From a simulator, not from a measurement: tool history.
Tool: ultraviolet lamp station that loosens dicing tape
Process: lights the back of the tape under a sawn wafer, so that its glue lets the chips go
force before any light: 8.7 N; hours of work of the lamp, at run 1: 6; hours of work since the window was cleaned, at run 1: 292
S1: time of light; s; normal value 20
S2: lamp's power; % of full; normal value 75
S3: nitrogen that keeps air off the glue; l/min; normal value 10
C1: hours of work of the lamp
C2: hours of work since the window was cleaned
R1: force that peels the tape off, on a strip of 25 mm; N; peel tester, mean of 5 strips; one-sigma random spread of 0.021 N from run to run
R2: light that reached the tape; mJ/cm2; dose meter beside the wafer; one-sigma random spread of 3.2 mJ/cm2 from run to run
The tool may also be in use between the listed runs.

run   hour  S1  S2  S3   C1   C2     R1   R2
  1    0.0  20  75  10    6  292  1.196  466
  2    6.0  20  71  10    9  295  1.297  441
  3   13.5  20  75  10   12  298  1.207  464
  4   21.7  20  75  10   16  302  1.126  459
  5   29.7  20  75  10   20  306  1.141  457
  6   37.9  20  75  10   24  309  1.130  469
  7   51.4  20  75  10   30  316  1.161  460
  8   57.5  20  75  10   33  318  1.197  458
  9   68.7  20  75  10   38  324  1.202  458
 10   75.7  20  75   5   41  327  1.789  458
 11   82.8  20  75   5   44  330  1.792  455
 12   89.2  20  75   5   47  333  1.844  460
 13   98.2  20  75   5   51  337  1.827  460
 14  111.3  20  75   5   58  343  1.759  460
 15  119.6  20  75   5   61  347  1.867  455
 16  130.2  20  75   5   66  352  1.836  458
 17  140.2  20  75  10   71  357  1.193  456
 18  151.5  20  75  10   76  362  1.217  455
 19  161.8  20  75  10   81  367  1.243  454
 20  173.3  20  75  10   86  372  1.217  454
 21  182.6  20  75  10   90  376  1.245  453
 22  196.1  20  75  10   97  382  1.254  454
 23  207.0  38  75   3  102  387  0.790  858
 24  218.0  33  91   4  107  392  0.552  901
 25  228.8  33  91   4  112  397  0.555  902
 26  235.4  29  80  19  115  400  0.301  695
 27  241.7  34  61   9  118  403  0.686  621
 28  250.6  30  75  10  122  408  0.511  672
 29  263.8  13  75   9  128  414  2.464  293
     265.0  -- window cleaned of glue's vapour
 30  272.9  12  75  10  132    4  2.828  250
 31  284.9  12  75  10  137    9  2.750  253
 32  298.6  20  77  10  144   16  1.294  436
 33  309.8  20  62  10  149   21  1.893  350
     315.8  -- window cleaned of glue's vapour, once more
 34  318.1  20  73   6  153    1  1.568  460
 35  324.4  20  79  10  155    4  1.051  502
 36  335.5  20  75   5  161    9  1.657  472
 37  343.8  20  75   5  164   13  1.744  473
 38  353.8  29  75   8  169   18  0.580  682
 39  363.2  20  68  10  173   22  1.376  430
 40  376.4  20  75   5  179   28  1.758  473
 41  390.0  23  79   3  186   34  1.746  561
 42  399.0  20  60   5  190   38  2.440  378
 43  412.2  20  68   7  196   44  1.669  421

Measured minus without-hidden-state, run by run (identical run-to-run variation in each term; gauge scatter may differ):
What the log doesn't record here: lamp's light, % of a new lamp's; light that the window lets through, % of a clean one's; drift of the gauge itself on peel_n, %; drift of the gauge itself on dose_mj_cm2, %.
run      R1   R2
  1  +0.140  -30
  2  +0.148  -30
  3  +0.144  -31
  4  +0.138  -32
  5  +0.142  -33
  6  +0.143  -33
  7  +0.152  -34
  8  +0.157  -35
  9  +0.160  -35
 10  +0.201  -36
 11  +0.204  -36
 12  +0.211  -37
 13  +0.214  -37
 14  +0.210  -38
 15  +0.226  -38
 16  +0.226  -39
 17  +0.179  -40
 18  +0.187  -41
 19  +0.195  -42
 20  +0.193  -43
 21  +0.201  -44
 22  +0.206  -44
 23  +0.152  -85
 24  +0.115  -92
 25  +0.118  -92
 26  +0.065  -73
 27  +0.143  -66
 28  +0.111  -71
 29  +0.304  -32
 30  +0.475  -43
 31  +0.468  -43
 32  +0.342  -75
 33  +0.429  -61
 34  +0.109  -20
 35  +0.091  -23
 36  +0.118  -23
 37  +0.127  -23
 38  +0.062  -34
 39  +0.120  -22
 40  +0.140  -25
 41  +0.146  -31
 42  +0.170  -22
 43  +0.150  -25
